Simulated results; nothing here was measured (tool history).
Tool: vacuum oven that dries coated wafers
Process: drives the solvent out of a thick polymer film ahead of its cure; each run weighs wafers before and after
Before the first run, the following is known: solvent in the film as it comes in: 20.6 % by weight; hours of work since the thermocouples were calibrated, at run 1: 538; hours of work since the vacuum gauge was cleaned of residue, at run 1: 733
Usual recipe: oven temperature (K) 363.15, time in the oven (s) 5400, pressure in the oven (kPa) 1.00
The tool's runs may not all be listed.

run	hour	oven temperature (K)	time in the oven (s)	pressure in the oven (kPa)	hours of work since the thermocouples were calibrated	hours of work since the vacuum gauge was cleaned of residue	solvent left in the film (%)
1	0.0	363.15	5400	1.00	538	733	1.50
2	94.9	363.15	5400	1.00	602	797	1.48
3	184.9	363.15	5400	1.00	663	857	1.49
4	259.2	363.15	3300	1.00	713	907	3.41
5	326.7	363.15	3300	1.00	758	953	3.45
6	410.9	363.15	6780	1.00	815	1010	0.94
7	468.0	376.15	5400	1.62	853	1048	0.50
8	511.5	369.15	7740	1.37	882	1077	0.56
9	578.6	370.15	6960	1.00	928	1122	0.43
10	631.6	372.15	5400	1.02	963	1158	0.47
11	702.3	372.15	5400	1.02	1011	1206	0.47
12	772.0	372.15	5400	1.02	1058	1252	0.45

Same runs, no hidden state in the tool, same run-to-run variation:
Hidden state present: true wafer temperature over the reading, C; true pressure over the reading, kPa; drift of the gauge itself on solvent_pct, %.
run	solvent left in the film (%)
1	1.60
2	1.59
3	1.61
4	3.66
5	3.71
6	1.00
7	0.48
8	0.54
9	0.41
10	0.47
11	0.48
12	0.46
